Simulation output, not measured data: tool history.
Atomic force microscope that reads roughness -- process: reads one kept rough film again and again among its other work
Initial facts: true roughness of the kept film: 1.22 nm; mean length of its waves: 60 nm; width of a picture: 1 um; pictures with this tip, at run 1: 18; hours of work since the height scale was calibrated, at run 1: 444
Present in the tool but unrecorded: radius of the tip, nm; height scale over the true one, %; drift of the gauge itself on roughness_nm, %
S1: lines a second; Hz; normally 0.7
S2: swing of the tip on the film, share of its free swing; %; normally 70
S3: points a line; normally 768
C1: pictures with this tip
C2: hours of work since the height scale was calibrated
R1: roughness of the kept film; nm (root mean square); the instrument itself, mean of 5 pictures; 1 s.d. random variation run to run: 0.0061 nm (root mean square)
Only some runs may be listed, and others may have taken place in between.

run   hour     S1  S2   S3   C1   C2     R1
  1      0    0.7  70  768   18  444  1.155
  2     17    0.7  70  768   48  454  1.135
  3     35    0.7  70  768   79  465  1.133
  4   53.1    0.7  70  768  110  476  1.133
  5   60.7    0.7  70  768  124  480  1.131
  6     71    0.7  70  798  141  486  1.131
  7   85.6    0.7  70  798  167  495  1.127
  8   99.2  2.655  66  769  190  503  1.038
  9  113.5  2.655  66  769  215  512   1.05
 10  122.6  2.853  66  769  231  517  1.023
 11    131  2.853  66  525  245  523  1.024
 12  145.5  3.529  73  262  270  531  0.915
 13  164.3    0.7  67  466  303  543  1.109

A few steps of R1 between consecutive runs. Split each: what settings, incoming material and random variation would produce without the hidden state, and what is left over for the hidden state, along with gauge scatter present in only one of the two compared results (measured, and without hidden state):
Run 12 -> 13: S1 3.529 -> 0.7, S2 73 -> 67, S3 262 -> 466. R1 +0.194 nm (root mean square): hidden state -0.012, all else +0.206.
